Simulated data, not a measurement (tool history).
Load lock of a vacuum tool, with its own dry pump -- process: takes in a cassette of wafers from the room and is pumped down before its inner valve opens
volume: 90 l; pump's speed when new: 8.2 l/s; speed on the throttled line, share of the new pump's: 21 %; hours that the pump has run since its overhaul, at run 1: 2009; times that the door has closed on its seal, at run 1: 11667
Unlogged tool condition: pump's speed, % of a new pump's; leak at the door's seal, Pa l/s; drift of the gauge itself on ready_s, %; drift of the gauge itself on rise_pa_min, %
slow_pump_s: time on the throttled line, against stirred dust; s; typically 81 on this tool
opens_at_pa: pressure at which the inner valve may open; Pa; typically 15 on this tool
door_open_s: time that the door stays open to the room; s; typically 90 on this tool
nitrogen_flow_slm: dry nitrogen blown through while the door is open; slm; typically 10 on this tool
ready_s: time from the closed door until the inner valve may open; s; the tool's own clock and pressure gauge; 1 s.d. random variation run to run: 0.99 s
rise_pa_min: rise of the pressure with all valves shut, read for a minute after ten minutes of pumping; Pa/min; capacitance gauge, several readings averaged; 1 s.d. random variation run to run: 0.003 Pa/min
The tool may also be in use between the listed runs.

| run | hour | slow_pump_s | opens_at_pa | door_open_s | nitrogen_flow_slm | hours that the pump has run since its overhaul | times that the door has closed on its seal | incoming humidity of the room's air, % | ready_s | rise_pa_min |
|---|---|---|---|---|---|---|---|---|---|---|
| 1 | 0 | 81 | 15 | 90 | 10 | 2009 | 11667 | 45.9 | 163.4 | 0.139 |
| 2 | 519.2 | 81 | 15 | 90 | 10 | 2528 | 13285 | 44.2 | 164.9 | 0.161 |
| 3 | 1023.7 | 81 | 15 | 226 | 10 | 3033 | 14857 | 45.9 | 164.1 | 0.197 |
| 4 | 1323 | 81 | 23 | 90 | 10 | 3332 | 15790 | 49 | 161.5 | 0.207 |
| 5 | 1952.3 | 60 | 15 | 90 | 10 | 3961 | 17752 | 42.8 | 149.7 | 0.22 |
| 6 | 2484.4 | 60 | 15 | 90 | 10 | 4494 | 19410 | 46.9 | 150.2 | 0.255 |
| 7 | 2847.6 | 81 | 15 | 90 | 10 | 4857 | 20542 | 47.3 | 167.1 | 0.264 |
| 8 | 3355 | 81 | 12 | 90 | 10 | 5364 | 22124 | 44.7 | 172.2 | 0.289 |
| 9 | 3727.9 | 81 | 12 | 90 | 10 | 5737 | 23286 | 38.7 | 170 | 0.3 |
| 10 | 4136.7 | 40 | 25 | 120 | 27 | 6146 | 24560 | 46.9 | 132.1 | 0.325 |
| 11 | 4610.4 | 81 | 30 | 90 | 10 | 6620 | 26037 | 48.1 | 160.4 | 0.357 |
| 12 | 5181.3 | 60 | 13 | 36 | 10 | 7190 | 27816 | 45.8 | 153.7 | 0.379 |
| 13 | 5481.4 | 68 | 19 | 35 | 10 | 7491 | 28752 | 43.9 | 158.4 | 0.413 |
| 14 | 5941.5 | 68 | 19 | 35 | 10 | 7951 | 30186 | 47 | 157.3 | 0.437 |

Predict each of these 4 candidate next runs independently; none follows another, all start after run 14:
| A | 6397.5 | 42 | 15 | 47 | 16 | 8407 | 31607 | 48.8 | ? | ? |
| B | 6397.5 | 50 | 26 | 35 | 10 | 8407 | 31607 | 47.2 | ? | ? |
| C | 6397.5 | 97 | 15 | 90 | 10 | 8407 | 31607 | 47.2 | ? | ? |
| D | 6397.5 | 61 | 15 | 90 | 10 | 8407 | 31607 | 48.7 | ? | ? |

| run | ready_s | rise_pa_min |
|---|---|---|
| A | 140.3 | 0.458 |
| B | 140.2 | 0.471 |
| C | 184.6 | 0.477 |
| D | 155 | 0.475 |
Without the tool's unlogged condition, the same runs would have read:
| run | ready_s | rise_pa_min |
|---|---|---|
| A | 130.4 | 0.027 |
| B | 131.3 | 0.032 |
| C | 175.8 | 0.048 |
| D | 145.7 | 0.043 |
